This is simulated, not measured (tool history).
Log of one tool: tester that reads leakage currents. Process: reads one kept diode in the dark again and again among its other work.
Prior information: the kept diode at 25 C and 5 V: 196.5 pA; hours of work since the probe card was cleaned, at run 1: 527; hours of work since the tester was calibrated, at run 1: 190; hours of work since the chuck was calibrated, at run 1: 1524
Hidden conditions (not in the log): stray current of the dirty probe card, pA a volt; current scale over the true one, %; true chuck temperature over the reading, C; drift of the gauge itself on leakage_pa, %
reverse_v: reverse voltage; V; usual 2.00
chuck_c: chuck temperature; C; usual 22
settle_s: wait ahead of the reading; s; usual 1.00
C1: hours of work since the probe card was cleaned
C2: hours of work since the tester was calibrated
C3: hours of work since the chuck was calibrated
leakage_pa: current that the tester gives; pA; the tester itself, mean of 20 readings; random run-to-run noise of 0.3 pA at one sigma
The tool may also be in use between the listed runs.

Run 1, hour 0.0: usual settings; C1 527; C2 190; C3 1524. Result: leakage_pa 97.86 pA.
Run 2, hour 16.9: usual settings but settle_s 1.39 s; C1 537; C2 199; C3 1534. Result: leakage_pa 97.90 pA.
Run 3, hour 32.9: usual settings but settle_s 1.39 s; C1 546; C2 208; C3 1543. Result: leakage_pa 98.98 pA.
Run 4, hour 49.5: usual settings but chuck_c 41 C; C1 555; C2 218; C3 1552. Result: leakage_pa 428.38 pA.
Run 5, hour 74.6: usual settings but settle_s 3.23 s; C1 569; C2 232; C3 1566. Result: leakage_pa 98.25 pA.
Run 6, hour 106.5: usual settings but settle_s 3.23 s; C1 587; C2 249; C3 1584. Result: leakage_pa 97.77 pA.
Run 7, hour 136.8: usual settings but settle_s 3.23 s; C1 604; C2 266; C3 1601. Result: leakage_pa 98.47 pA.
Run 8, hour 169.6: usual settings but chuck_c 53 C, settle_s 3.23 s; C1 622; C2 285; C3 1619. Result: leakage_pa 993.86 pA.
Run 9, hour 185.2: usual settings but reverse_v 15.65 V; C1 631; C2 293; C3 1628. Result: leakage_pa 271.54 pA.
Run 10, hour 211.3: usual settings; C1 646; C2 308; C3 1643. Result: leakage_pa 98.41 pA.
Run 11, hour 226.4: usual settings; C1 654; C2 317; C3 1651. Result: leakage_pa 98.33 pA.
Run 12, hour 252.9: usual settings; C1 669; C2 331; C3 1666. Result: leakage_pa 98.54 pA.
Run 13, hour 289.2: usual settings but reverse_v 14.27 V; C1 689; C2 352; C3 1686. Result: leakage_pa 259.69 pA.
Run 14, hour 315.4: usual settings but reverse_v 14.27 V, settle_s 0.49 s; C1 704; C2 366; C3 1701. Result: leakage_pa 260.33 pA.
Run 15, hour 343.6: usual settings but reverse_v 6.71 V, chuck_c 27 C, settle_s 4.42 s; C1 720; C2 382; C3 1717. Result: leakage_pa 266.29 pA.
Run 16, hour 359.4: usual settings but reverse_v 1.64 V, chuck_c 27 C, settle_s 0.41 s; C1 728; C2 391; C3 1725. Result: leakage_pa 133.97 pA.
Run 17, hour 387.7: usual settings but reverse_v 1.64 V, chuck_c 27 C, settle_s 0.41 s; C1 744; C2 407; C3 1741. Result: leakage_pa 134.46 pA.
Run 18, hour 421.6: usual settings but settle_s 4.55 s; C1 763; C2 426; C3 1760. Result: leakage_pa 98.30 pA.
Run 19, hour 452.4: usual settings but settle_s 4.55 s; C1 780; C2 443; C3 1777. Result: leakage_pa 98.60 pA.
Run 20, hour 488.6: usual settings but settle_s 4.55 s; C1 801; C2 463; C3 1798. Result: leakage_pa 98.57 pA.
Run 21, hour 519.7: usual settings but reverse_v 2.65 V, chuck_c 40 C, settle_s 1.04 s; C1 818; C2 481; C3 1815. Result: leakage_pa 456.55 pA.
Run 22, hour 556.7: usual settings but reverse_v 1.29 V, settle_s 0.96 s; C1 839; C2 501; C3 1836. Result: leakage_pa 79.50 pA.
At hour 567.0: chuck's temperature calibrated.
Run 23, hour 575.7: usual settings but reverse_v 13.45 V, chuck_c 44 C, settle_s 4.12 s; C1 848; C2 511; C3 5. Result: leakage_pa 1349.76 pA.
Run 24, hour 595.3: usual settings but reverse_v 13.45 V, chuck_c 44 C, settle_s 4.12 s; C1 859; C2 522; C3 16. Result: leakage_pa 1350.12 pA.
Run 25, hour 632.7: usual settings but reverse_v 13.45 V, chuck_c 44 C, settle_s 4.12 s; C1 880; C2 543; C3 37. Result: leakage_pa 1353.42 pA.

Each row is a separate what-if for the run after 25, all from the same tool condition, not one after another. Results?
Run A, hour 662.4: usual settings but reverse_v 13.45 V, chuck_c 29 C, settle_s 5.89 s; C1 897; C2 559; C3 53. Result: leakage_pa ?.
Run B, hour 662.4: usual settings but reverse_v 1.53 V, chuck_c 24 C, settle_s 6.20 s; C1 897; C2 559; C3 53. Result: leakage_pa ?.
Run C, hour 662.4: usual settings but reverse_v 14.40 V, chuck_c 27 C, settle_s 3.67 s; C1 897; C2 559; C3 53. Result: leakage_pa ?.
Run D, hour 662.4: usual settings but reverse_v 14.28 V; C1 897; C2 559; C3 53. Result: leakage_pa ?.
Run E, hour 662.4: usual settings but reverse_v 13.12 V, chuck_c 50 C, settle_s 5.81 s; C1 897; C2 559; C3 53. Result: leakage_pa ?.

run  leakage_pa
  A      440.49
  B      101.25
  C      390.33
  D      260.44
  E     2024.63
With no hidden state in the tool, these same runs would have given:
run  leakage_pa
  A      440.29
  B      101.22
  C      390.12
  D      260.25
  E     2024.29
